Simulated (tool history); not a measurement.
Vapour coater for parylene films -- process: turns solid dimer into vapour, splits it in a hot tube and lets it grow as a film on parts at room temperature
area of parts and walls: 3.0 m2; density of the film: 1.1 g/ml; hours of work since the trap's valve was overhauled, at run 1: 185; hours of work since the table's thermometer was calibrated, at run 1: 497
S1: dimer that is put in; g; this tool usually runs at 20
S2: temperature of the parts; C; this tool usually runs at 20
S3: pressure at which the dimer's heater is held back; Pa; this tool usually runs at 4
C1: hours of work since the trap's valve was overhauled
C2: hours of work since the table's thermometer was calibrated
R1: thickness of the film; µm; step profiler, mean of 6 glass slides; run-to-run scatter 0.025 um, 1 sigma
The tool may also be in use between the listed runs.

run,hour,S1,S2,S3,C1,C2,R1
1,0,20,20,4,185,497,3.34
2,39.5,20,20,4,204,515,3.29
3,100,20,20,5.44,232,543,3.04
4,141.1,20,20,4,251,562,3.2
5,200.8,20,20,4,279,590,3.13
6,229.7,20,20,4,292,604,3.15
7,254.3,20,14,4,304,615,3.88
8,307.3,20,14,4,328,640,3.78
# hour 313.3: table's thermometer calibrated
# hour 348.4: trap's valve overhauled
9,361.3,20,14,4,6,20,4.35
10,395.6,20,14,4,22,36,4.33
# hour 416.3: table's thermometer calibrated, once more
11,450.5,20,14,4,47,16,4.31
12,494.3,20,14,4,67,36,4.25
13,543.3,20,14,4,90,59,4.19
14,600.1,20,14,4,117,86,4.17
15,631.3,20,14,4,131,100,4.14

Run 16 has not been measured yet. What should we expect?
16,676,20,14,4,152,121,?

R1: 4.06 µm
Take away the tool's hidden state, keep the run-to-run variation as it was, and the same run would have given R1 4.33 µm.

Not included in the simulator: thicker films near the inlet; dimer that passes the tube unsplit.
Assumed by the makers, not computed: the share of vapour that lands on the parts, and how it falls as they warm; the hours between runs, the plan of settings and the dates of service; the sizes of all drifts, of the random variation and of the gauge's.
